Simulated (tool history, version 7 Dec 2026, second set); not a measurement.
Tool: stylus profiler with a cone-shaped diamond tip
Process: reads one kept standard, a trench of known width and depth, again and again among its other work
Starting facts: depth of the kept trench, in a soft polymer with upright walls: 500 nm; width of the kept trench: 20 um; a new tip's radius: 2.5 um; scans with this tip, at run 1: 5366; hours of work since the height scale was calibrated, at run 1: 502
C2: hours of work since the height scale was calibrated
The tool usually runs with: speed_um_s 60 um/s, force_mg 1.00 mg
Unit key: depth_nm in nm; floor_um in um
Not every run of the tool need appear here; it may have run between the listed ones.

Run 1, day 0.000: usual settings; scans with this tip 5366; C2 502. Result: depth_nm 501.64 nm, floor_um 15.90 um.
Run 2, day 0.546: usual settings but force_mg 0.92 mg; scans with this tip 5452; C2 510. Result: depth_nm 501.50 nm, floor_um 15.90 um.
Run 3, day 0.979: usual settings but force_mg 1.32 mg; scans with this tip 5519; C2 516. Result: depth_nm 502.34 nm, floor_um 15.91 um.
Run 4, day 1.579: usual settings but force_mg 1.32 mg; scans with this tip 5612; C2 525. Result: depth_nm 502.05 nm, floor_um 15.95 um.
Run 5, day 2.188: usual settings but speed_um_s 80 um/s; scans with this tip 5708; C2 534. Result: depth_nm 501.73 nm, floor_um 15.71 um.
Run 6, day 2.654: usual settings but speed_um_s 80 um/s; scans with this tip 5780; C2 541. Result: depth_nm 501.50 nm, floor_um 15.72 um.
Run 7, day 3.333: usual settings but force_mg 1.22 mg; scans with this tip 5886; C2 550. Result: depth_nm 501.88 nm, floor_um 15.84 um.
Run 8, day 3.962: usual settings but force_mg 1.22 mg; scans with this tip 5985; C2 560. Result: depth_nm 501.98 nm, floor_um 15.82 um.
Run 9, day 4.579: usual settings but force_mg 1.22 mg; scans with this tip 6081; C2 569. Result: depth_nm 502.06 nm, floor_um 15.84 um.
Run 10, day 4.983: usual settings; scans with this tip 6143; C2 575. Result: depth_nm 501.47 nm, floor_um 15.78 um.
Run 11, day 5.512: usual settings; scans with this tip 6226; C2 582. Result: depth_nm 501.45 nm, floor_um 15.77 um.
Run 12, day 6.112: usual settings; scans with this tip 6320; C2 591. Result: depth_nm 501.49 nm, floor_um 15.76 um.
At day 6.171: height scale calibrated on a step standard.
Run 13, day 6.612: usual settings; scans with this tip 6395; C2 6. Result: depth_nm 500.41 nm, floor_um 15.76 um.
Run 14, day 7.296: usual settings; scans with this tip 6501; C2 16. Result: depth_nm 500.58 nm, floor_um 15.75 um.
Run 15, day 8.058: usual settings; scans with this tip 6620; C2 28. Result: depth_nm 500.45 nm, floor_um 15.67 um.
Run 16, day 8.838: usual settings; scans with this tip 6741; C2 39. Result: depth_nm 500.66 nm, floor_um 15.71 um.
Run 17, day 9.271: usual settings; scans with this tip 6809; C2 45. Result: depth_nm 500.57 nm, floor_um 15.63 um.
Run 18, day 9.708: usual settings; scans with this tip 6877; C2 52. Result: depth_nm 500.63 nm, floor_um 15.74 um.
Run 19, day 10.346: usual settings but speed_um_s 48 um/s; scans with this tip 6977; C2 61. Result: depth_nm 500.50 nm, floor_um 15.73 um.
At day 10.588: height scale calibrated on a step standard, once more.
Run 20, day 11.021: usual settings; scans with this tip 7078; C2 6. Result: depth_nm 503.02 nm, floor_um 15.68 um.
Run 21, day 11.588: usual settings; scans with this tip 7167; C2 15. Result: depth_nm 502.43 nm, floor_um 15.67 um.
Run 22, day 11.938: usual settings; scans with this tip 7221; C2 20. Result: depth_nm 502.88 nm, floor_um 15.68 um.
Run 23, day 12.579: usual settings but speed_um_s 20 um/s, force_mg 1.81 mg; scans with this tip 7321; C2 29. Result: depth_nm 504.03 nm, floor_um 15.92 um.
Run 24, day 13.358: usual settings but speed_um_s 19 um/s, force_mg 0.56 mg; scans with this tip 7443; C2 40. Result: depth_nm 501.77 nm, floor_um 15.79 um.
Run 25, day 13.817: usual settings but speed_um_s 19 um/s, force_mg 0.56 mg; scans with this tip 7514; C2 47. Result: depth_nm 502.08 nm, floor_um 15.87 um.
Run 26, day 14.458: usual settings but speed_um_s 19 um/s, force_mg 0.56 mg; scans with this tip 7614; C2 56. Result: depth_nm 501.56 nm, floor_um 15.80 um.
Run 27, day 15.038: usual settings but speed_um_s 115 um/s, force_mg 0.73 mg; scans with this tip 7705; C2 65. Result: depth_nm 502.37 nm, floor_um 15.15 um.
Run 28, day 15.483: usual settings but speed_um_s 45 um/s, force_mg 0.34 mg; scans with this tip 7774; C2 71. Result: depth_nm 501.10 nm, floor_um 15.47 um.
Run 29, day 16.104: usual settings but speed_um_s 86 um/s, force_mg 2.50 mg; scans with this tip 7871; C2 80. Result: depth_nm 504.86 nm, floor_um 15.60 um.
Run 30, day 16.475: usual settings but speed_um_s 160 um/s, force_mg 0.45 mg; scans with this tip 7929; C2 86. Result: depth_nm 501.37 nm, floor_um 14.55 um.
Run 31, day 17.246: usual settings but speed_um_s 160 um/s, force_mg 0.45 mg; scans with this tip 8049; C2 97. Result: depth_nm 501.36 nm, floor_um 14.46 um.
Run 32, day 18.004: usual settings but speed_um_s 191 um/s, force_mg 0.51 mg; scans with this tip 8168; C2 108. Result: depth_nm 501.49 nm, floor_um 14.28 um.
Run 33, day 18.529: usual settings but speed_um_s 92 um/s; scans with this tip 8249; C2 116. Result: depth_nm 502.73 nm, floor_um 15.39 um.
Run 34, day 19.192: usual settings but speed_um_s 113 um/s, force_mg 2.11 mg; scans with this tip 8353; C2 125. Result: depth_nm 504.45 nm, floor_um 15.43 um.
Run 35, day 19.683: usual settings but speed_um_s 216 um/s, force_mg 1.31 mg; scans with this tip 8429; C2 133. Result: depth_nm 503.32 nm, floor_um 14.75 um.
Run 36, day 20.058: usual settings but speed_um_s 128 um/s, force_mg 1.95 mg; scans with this tip 8488; C2 138. Result: depth_nm 504.16 nm, floor_um 15.27 um.
Run 37, day 20.496: usual settings but speed_um_s 73 um/s, force_mg 2.74 mg; scans with this tip 8556; C2 144. Result: depth_nm 505.38 nm, floor_um 15.59 um.
Run 38, day 21.158: usual settings but speed_um_s 23 um/s, force_mg 2.36 mg; scans with this tip 8659; C2 154. Result: depth_nm 504.57 nm, floor_um 15.69 um.
Run 39, day 21.492: usual settings but speed_um_s 23 um/s, force_mg 2.36 mg; scans with this tip 8711; C2 159. Result: depth_nm 504.56 nm, floor_um 15.74 um.
Run 40, day 21.962: usual settings but speed_um_s 23 um/s, force_mg 2.01 mg; scans with this tip 8785; C2 166. Result: depth_nm 504.23 nm, floor_um 15.71 um.
Run 41, day 22.567: usual settings but speed_um_s 19 um/s, force_mg 0.56 mg; scans with this tip 8879; C2 175. Result: depth_nm 501.56 nm, floor_um 15.70 um.
Run 42, day 23.104: usual settings but speed_um_s 34 um/s, force_mg 1.11 mg; scans with this tip 8963; C2 183. Result: depth_nm 502.63 nm, floor_um 15.61 um.
Run 43, day 23.746: usual settings but speed_um_s 34 um/s, force_mg 1.11 mg; scans with this tip 9063; C2 192. Result: depth_nm 502.60 nm, floor_um 15.57 um.
Run 44, day 24.446: usual settings but speed_um_s 46 um/s, force_mg 1.18 mg; scans with this tip 9172; C2 202. Result: depth_nm 502.88 nm, floor_um 15.52 um.

Same runs, no hidden state in the tool, same run-to-run variation:
Unlogged tool condition in this case: radius of the tip, um; height scale over the true one, %; drift of the gauge itself on depth_nm, %; drift of the gauge itself on floor_um, %.
run  depth_nm  floor_um
  1    502.86     16.65
  2    502.73     16.66
  3    503.59     16.68
  4    503.32     16.73
  5    503.02     16.51
  6    502.80     16.52
  7    503.20     16.66
  8    503.32     16.66
  9    503.42     16.69
 10    502.85     16.64
 11    502.85     16.64
 12    502.90     16.64
 13    502.65     16.66
 14    502.84     16.66
 15    502.73     16.59
 16    502.97     16.65
 17    502.89     16.58
 18    502.97     16.70
 19    502.86     16.69
 20    503.05     16.66
 21    502.48     16.67
 22    502.94     16.68
 23    504.11     16.93
 24    501.88     16.82
 25    502.20     16.90
 26    501.70     16.85
 27    502.54     16.21
 28    501.28     16.54
 29    505.06     16.68
 30    501.59     15.64
 31    501.59     15.56
 32    501.76     15.40
 33    503.01     16.52
 34    504.75     16.57
 35    503.64     15.90
 36    504.49     16.43
 37    505.72     16.76
 38    504.94     16.87
 39    504.94     16.93
 40    504.62     16.91
 41    501.97     16.90
 42    503.06     16.82
 43    503.05     16.80
 44    503.35     16.76
